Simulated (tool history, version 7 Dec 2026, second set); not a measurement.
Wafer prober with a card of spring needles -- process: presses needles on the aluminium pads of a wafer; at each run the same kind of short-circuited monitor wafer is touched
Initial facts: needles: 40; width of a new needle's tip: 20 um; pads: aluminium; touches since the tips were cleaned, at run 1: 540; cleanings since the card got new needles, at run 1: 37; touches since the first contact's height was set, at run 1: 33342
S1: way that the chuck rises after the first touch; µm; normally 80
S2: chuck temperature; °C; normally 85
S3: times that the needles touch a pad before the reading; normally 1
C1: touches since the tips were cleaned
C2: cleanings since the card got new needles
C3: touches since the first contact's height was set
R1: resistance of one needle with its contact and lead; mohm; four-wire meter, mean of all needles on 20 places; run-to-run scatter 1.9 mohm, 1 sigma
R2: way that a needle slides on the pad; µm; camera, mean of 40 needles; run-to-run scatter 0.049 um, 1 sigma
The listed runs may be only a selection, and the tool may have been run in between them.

run 1 hour=0.0 | S1=80 S2=85 S3=1 | C1=540 C2=37 C3=33342 | R1=203 R2=21.73
-- hour=6.4 tips cleaned on abrasive film
-- hour=12.7 tips cleaned on abrasive film
-- hour=19.1 tips cleaned on abrasive film
-- hour=25.5 tips cleaned on abrasive film
-- hour=33.4 tips cleaned on abrasive film
-- hour=39.8 tips cleaned on abrasive film
-- hour=47.7 tips cleaned on abrasive film
-- hour=55.6 tips cleaned on abrasive film
run 2 hour=59.6 | S1=80 S2=85 S3=1 | C1=2305 C2=45 C3=67538 | R1=203 R2=21.74
-- hour=62.8 tips cleaned on abrasive film
-- hour=69.2 tips cleaned on abrasive film
-- hour=77.1 tips cleaned on abrasive film
-- hour=85.0 tips cleaned on abrasive film
-- hour=93.0 tips cleaned on abrasive film
-- hour=100.9 tips cleaned on abrasive film
-- hour=108.8 tips cleaned on abrasive film
-- hour=115.2 tips cleaned on abrasive film
run 3 hour=120.1 | S1=80 S2=85 S3=1 | C1=2860 C2=53 C3=102288 | R1=204 R2=21.82
-- hour=121.8 tips cleaned on abrasive film
-- hour=128.1 tips cleaned on abrasive film
-- hour=136.1 tips cleaned on abrasive film
-- hour=142.4 tips cleaned on abrasive film
-- hour=148.8 tips cleaned on abrasive film
-- hour=155.4 height of the first contact set anew
-- hour=157.0 tips cleaned on abrasive film
-- hour=163.4 tips cleaned on abrasive film
run 4 hour=166.1 | S1=80 S2=85 S3=1 | C1=1596 C2=60 C3=6152 | R1=203 R2=21.80
-- hour=170.9 tips cleaned on abrasive film
-- hour=177.3 tips cleaned on abrasive film
-- hour=183.7 tips cleaned on abrasive film
-- hour=190.0 tips cleaned on abrasive film
-- hour=197.9 tips cleaned on abrasive film
-- hour=205.9 tips cleaned on abrasive film
-- hour=212.2 tips cleaned on abrasive film
run 5 hour=216.2 | S1=80 S2=85 S3=1 | C1=2311 C2=67 C3=34887 | R1=203 R2=21.81
-- hour=219.4 tips cleaned on abrasive film
-- hour=227.4 tips cleaned on abrasive film
-- hour=235.3 tips cleaned on abrasive film
-- hour=243.2 tips cleaned on abrasive film
-- hour=249.6 tips cleaned on abrasive film
-- hour=257.5 tips cleaned on abrasive film
-- hour=263.9 tips cleaned on abrasive film
run 6 hour=267.3 | S1=80 S2=85 S3=2 | C1=1956 C2=74 C3=64177 | R1=202 R2=21.76
-- hour=270.5 tips cleaned on abrasive film
-- hour=276.8 tips cleaned on abrasive film
-- hour=284.8 tips cleaned on abrasive film
-- hour=292.7 tips cleaned on abrasive film
-- hour=299.1 tips cleaned on abrasive film
run 7 hour=300.9 | S1=80 S2=85 S3=2 | C1=1076 C2=79 C3=83475 | R1=204 R2=21.76
-- hour=305.7 tips cleaned on abrasive film
-- hour=312.1 tips cleaned on abrasive film
-- hour=318.5 tips cleaned on abrasive film
-- hour=326.4 tips cleaned on abrasive film
-- hour=332.7 tips cleaned on abrasive film
-- hour=339.1 tips cleaned on abrasive film
run 8 hour=341.4 | S1=80 S2=34 S3=1 | C1=1305 C2=85 C3=106651 | R1=193 R2=21.75
-- hour=346.2 tips cleaned on abrasive film
-- hour=352.5 tips cleaned on abrasive film
-- hour=360.4 tips cleaned on abrasive film
-- hour=366.8 tips cleaned on abrasive film
-- hour=368.7 height of the first contact set anew
-- hour=375.0 tips cleaned on abrasive film
-- hour=383.0 tips cleaned on abrasive film
run 9 hour=386.2 | S1=80 S2=85 S3=1 | C1=1897 C2=91 C3=10098 | R1=206 R2=21.89
-- hour=389.5 tips cleaned on abrasive film
-- hour=395.8 tips cleaned on abrasive film
-- hour=403.8 tips cleaned on abrasive film
-- hour=410.1 tips cleaned on abrasive film
-- hour=416.5 tips cleaned on abrasive film
run 10 hour=421.7 | S1=80 S2=85 S3=1 | C1=3015 C2=96 C3=30428 | R1=205 R2=21.83
-- hour=423.3 tips cleaned on abrasive film
-- hour=429.7 tips cleaned on abrasive film
-- hour=436.1 tips cleaned on abrasive film
-- hour=444.0 tips cleaned on abrasive film
-- hour=451.9 tips cleaned on abrasive film
-- hour=458.3 tips cleaned on abrasive film
-- hour=464.7 tips cleaned on abrasive film
-- hour=472.1 tips cleaned on abrasive film
run 11 hour=472.1 | S1=80 S2=85 S3=1 | C1=0 C2=104 C3=59301 | R1=204 R2=21.83
-- hour=478.5 tips cleaned on abrasive film
-- hour=484.8 tips cleaned on abrasive film
-- hour=492.8 tips cleaned on abrasive film
-- hour=500.7 tips cleaned on abrasive film
run 12 hour=504.9 | S1=98 S2=28 S3=1 | C1=2427 C2=108 C3=78129 | R1=189 R2=26.67
-- hour=508.1 tips cleaned on abrasive film
-- hour=516.0 tips cleaned on abrasive film
-- hour=522.4 tips cleaned on abrasive film
-- hour=528.7 tips cleaned on abrasive film
-- hour=536.7 tips cleaned on abrasive film
-- hour=544.6 tips cleaned on abrasive film
-- hour=552.5 tips cleaned on abrasive film
run 13 hour=554.5 | S1=98 S2=28 S3=1 | C1=1150 C2=115 C3=106615 | R1=187 R2=26.69
-- hour=559.3 tips cleaned on abrasive film
-- hour=567.2 tips cleaned on abrasive film
-- hour=575.2 tips cleaned on abrasive film
-- hour=581.5 tips cleaned on abrasive film
-- hour=581.8 height of the first contact set anew
-- hour=588.2 tips cleaned on abrasive film
-- hour=594.6 tips cleaned on abrasive film
run 14 hour=594.7 | S1=98 S2=28 S3=1 | C1=50 C2=121 C3=7340 | R1=192 R2=26.84
-- hour=601.0 tips cleaned on abrasive film
-- hour=607.4 tips cleaned on abrasive film
-- hour=615.3 tips cleaned on abrasive film
-- hour=623.3 tips cleaned on abrasive film
-- hour=630.5 tips cleaned on abrasive film
run 15 hour=630.5 | S1=80 S2=85 S3=2 | C1=0 C2=126 C3=27899 | R1=201 R2=21.79
-- hour=636.9 tips cleaned on abrasive film
-- hour=644.8 tips cleaned on abrasive film
-- hour=651.1 tips cleaned on abrasive film
-- hour=659.1 tips cleaned on abrasive film
-- hour=665.4 tips cleaned on abrasive film
run 16 hour=667.7 | S1=67 S2=85 S3=2 | C1=1315 C2=131 C3=49260 | R1=209 R2=18.27
-- hour=672.5 tips cleaned on abrasive film
-- hour=680.4 tips cleaned on abrasive film
-- hour=688.4 tips cleaned on abrasive film
-- hour=696.3 tips cleaned on abrasive film
-- hour=702.7 tips cleaned on abrasive film
-- hour=709.0 tips cleaned on abrasive film
-- hour=716.9 tips cleaned on abrasive film
-- hour=723.3 tips cleaned on abrasive film
run 17 hour=724.4 | S1=80 S2=34 S3=2 | C1=618 C2=139 C3=81769 | R1=193 R2=21.89
-- hour=730.7 tips cleaned on abrasive film
-- hour=738.7 tips cleaned on abrasive film
-- hour=745.0 tips cleaned on abrasive film
-- hour=753.0 tips cleaned on abrasive film
-- hour=759.3 tips cleaned on abrasive film
run 18 hour=764.5 | S1=80 S2=62 S3=1 | C1=2995 C2=144 C3=104811 | R1=199 R2=21.75
-- hour=766.1 tips cleaned on abrasive film
-- hour=774.1 tips cleaned on abrasive film
-- hour=780.4 tips cleaned on abrasive film
-- hour=788.4 tips cleaned on abrasive film
-- hour=794.9 height of the first contact set anew
-- hour=796.6 tips cleaned on abrasive film
-- hour=803.0 tips cleaned on abrasive film
-- hour=810.9 tips cleaned on abrasive film
run 19 hour=814.4 | S1=63 S2=85 S3=1 | C1=2052 C2=151 C3=11165 | R1=204 R2=17.21

Predict the results of run 20:
-- hour=817.6 tips cleaned on abrasive film
-- hour=825.6 tips cleaned on abrasive film
-- hour=833.5 tips cleaned on abrasive film
-- hour=839.9 tips cleaned on abrasive film
-- hour=847.8 tips cleaned on abrasive film
-- hour=854.2 tips cleaned on abrasive film
-- hour=860.5 tips cleaned on abrasive film
-- hour=868.5 tips cleaned on abrasive film
run 20 hour=869.0 | S1=63 S2=85 S3=1 | C1=312 C2=159 C3=42456 | R1=? R2=?

R1: 208 mohm
R2: 17.15 µm
Were there no unlogged condition in the tool, this run, its random variation unchanged, would have produced R1 208 mohm, R2 17.15 µm.
